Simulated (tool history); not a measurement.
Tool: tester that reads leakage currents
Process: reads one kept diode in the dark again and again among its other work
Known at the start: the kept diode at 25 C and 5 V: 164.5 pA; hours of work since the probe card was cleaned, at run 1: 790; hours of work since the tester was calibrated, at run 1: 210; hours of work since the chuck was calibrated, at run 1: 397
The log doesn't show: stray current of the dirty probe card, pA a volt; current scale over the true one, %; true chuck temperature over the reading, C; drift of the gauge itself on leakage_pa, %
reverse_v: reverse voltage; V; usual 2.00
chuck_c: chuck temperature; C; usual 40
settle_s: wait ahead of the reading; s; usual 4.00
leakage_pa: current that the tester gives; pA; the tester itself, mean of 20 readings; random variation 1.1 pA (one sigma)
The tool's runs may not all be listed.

run    hour  reverse_v  chuck_c  settle_s  hours of work since the probe card was cleaned  hours of work since the tester was calibrated  hours of work since the chuck was calibrated  leakage_pa
  1     0.0       2.00       40      4.00                                             790                                            210                                           397      340.93
  2    66.1       2.00       40      4.00                                             827                                            247                                           433      341.10
  3   139.4       2.00       40      4.00                                             867                                            287                                           474      340.63
  4   242.8       2.00       40      4.00                                             924                                            344                                           531      340.15
  5   296.8       2.00       40      0.32                                             954                                            374                                           560      338.89
  6   363.9       2.00       40      0.32                                             991                                            411                                           597      337.32
  7   457.6       2.00       40      0.32                                            1043                                            463                                           649      335.61
      503.2  -- chuck's temperature calibrated
  8   527.4       8.72       32      0.38                                            1080                                            500                                            13      337.77
  9   635.6       9.41       40      0.31                                            1140                                            560                                            73      586.82
 10   750.1       4.45       50      0.31                                            1203                                            623                                           136      864.19
 11   848.4       3.11       39      4.00                                            1257                                            677                                           190      375.02
 12   957.9       5.32       39      0.35                                            1317                                            737                                           251      445.90
 13  1021.6       2.68       33      2.61                                            1353                                            773                                           286      236.59
 14  1114.4       2.00       27      1.64                                            1404                                            824                                           337      139.83

3 ways to go on from here, each from the tool as it stands after run 14. What would each give?
  A  1213.0       2.00       27      3.46                                            1458                                            878                                           391           ?
  B  1213.0       9.49       20      3.47                                            1458                                            878                                           391           ?
  C  1213.0       7.84       27      1.64                                            1458                                            878                                           391           ?

run  leakage_pa
  A      139.70
  B      147.65
  C      221.60
Without the tool's hidden state the same runs would have given:
run  leakage_pa
  A      143.52
  B      138.05
  C      218.84
